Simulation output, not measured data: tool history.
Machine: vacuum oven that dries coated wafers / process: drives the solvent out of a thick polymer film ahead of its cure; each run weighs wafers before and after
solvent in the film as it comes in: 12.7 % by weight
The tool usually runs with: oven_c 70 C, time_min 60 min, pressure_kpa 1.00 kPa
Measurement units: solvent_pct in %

run 1 day=0.000 | oven_c=70 time_min=60 pressure_kpa=1.00 | solvent_pct=1.18
run 2 day=0.879 | oven_c=70 time_min=71 pressure_kpa=1.00 | solvent_pct=0.93
run 3 day=1.658 | oven_c=70 time_min=71 pressure_kpa=1.00 | solvent_pct=0.92
run 4 day=2.271 | oven_c=70 time_min=60 pressure_kpa=0.62 | solvent_pct=1.02
run 5 day=3.204 | oven_c=70 time_min=60 pressure_kpa=0.62 | solvent_pct=1.05
run 6 day=4.054 | oven_c=70 time_min=60 pressure_kpa=0.62 | solvent_pct=1.08
run 7 day=4.821 | oven_c=70 time_min=60 pressure_kpa=0.62 | solvent_pct=1.10
run 8 day=5.525 | oven_c=70 time_min=85 pressure_kpa=1.00 | solvent_pct=0.70
run 9 day=6.550 | oven_c=70 time_min=85 pressure_kpa=1.00 | solvent_pct=0.69
run 10 day=7.596 | oven_c=70 time_min=60 pressure_kpa=1.00 | solvent_pct=1.22
run 11 day=8.400 | oven_c=70 time_min=62 pressure_kpa=1.00 | solvent_pct=1.15
run 12 day=8.942 | oven_c=70 time_min=62 pressure_kpa=1.00 | solvent_pct=1.13
run 13 day=9.800 | oven_c=70 time_min=84 pressure_kpa=1.00 | solvent_pct=0.70
run 14 day=10.358 | oven_c=70 time_min=84 pressure_kpa=1.00 | solvent_pct=0.70
run 15 day=11.054 | oven_c=77 time_min=60 pressure_kpa=1.00 | solvent_pct=0.48
run 16 day=11.946 | oven_c=77 time_min=60 pressure_kpa=1.00 | solvent_pct=0.47
run 17 day=12.779 | oven_c=58 time_min=60 pressure_kpa=1.63 | solvent_pct=4.20
run 18 day=13.671 | oven_c=58 time_min=60 pressure_kpa=1.63 | solvent_pct=4.20
run 19 day=14.283 | oven_c=75 time_min=60 pressure_kpa=1.08 | solvent_pct=0.64
run 20 day=15.017 | oven_c=67 time_min=60 pressure_kpa=2.96 | solvent_pct=2.48
run 21 day=15.925 | oven_c=67 time_min=60 pressure_kpa=2.96 | solvent_pct=2.47
run 22 day=16.833 | oven_c=67 time_min=36 pressure_kpa=0.52 | solvent_pct=3.14
run 23 day=17.812 | oven_c=70 time_min=33 pressure_kpa=0.52 | solvent_pct=2.72
run 24 day=18.379 | oven_c=70 time_min=33 pressure_kpa=0.52 | solvent_pct=2.71
run 25 day=19.112 | oven_c=70 time_min=73 pressure_kpa=1.14 | solvent_pct=0.91
run 26 day=19.600 | oven_c=70 time_min=73 pressure_kpa=1.14 | solvent_pct=0.93
run 27 day=20.062 | oven_c=70 time_min=36 pressure_kpa=1.31 | solvent_pct=2.70
run 28 day=20.579 | oven_c=63 time_min=33 pressure_kpa=1.22 | solvent_pct=4.74
run 29 day=21.329 | oven_c=63 time_min=32 pressure_kpa=0.77 | solvent_pct=4.70
run 30 day=22.317 | oven_c=61 time_min=41 pressure_kpa=0.66 | solvent_pct=4.32
run 31 day=22.962 | oven_c=61 time_min=41 pressure_kpa=0.66 | solvent_pct=4.25
run 32 day=23.946 | oven_c=61 time_min=60 pressure_kpa=2.37 | solvent_pct=3.72

Subtracting, for every run, the result it would have given without the tool's unlogged condition from the measured result gives the following. The same run-to-run variation enters both numbers; the gauge's scatter may not:
Unlogged tool condition in this case: true wafer temperature over the reading, C; true pressure over the reading, kPa; drift of the gauge itself on solvent_pct, %.
run=1 solvent_pct=-0.01
run=2 solvent_pct=-0.01
run=3 solvent_pct=+0.00
run=4 solvent_pct=+0.00
run=5 solvent_pct=-0.01
run=6 solvent_pct=-0.01
run=7 solvent_pct=-0.01
run=8 solvent_pct=+0.00
run=9 solvent_pct=+0.01
run=10 solvent_pct=-0.01
run=11 solvent_pct=-0.01
run=12 solvent_pct=+0.00
run=13 solvent_pct=+0.01
run=14 solvent_pct=+0.01
run=15 solvent_pct=+0.00
run=16 solvent_pct=+0.01
run=17 solvent_pct=-0.03
run=18 solvent_pct=-0.03
run=19 solvent_pct=+0.00
run=20 solvent_pct=-0.02
run=21 solvent_pct=-0.03
run=22 solvent_pct=-0.03
run=23 solvent_pct=-0.03
run=24 solvent_pct=-0.03
run=25 solvent_pct=+0.00
run=26 solvent_pct=+0.00
run=27 solvent_pct=-0.03
run=28 solvent_pct=-0.04
run=29 solvent_pct=-0.04
run=30 solvent_pct=-0.04
run=31 solvent_pct=-0.04
run=32 solvent_pct=-0.04
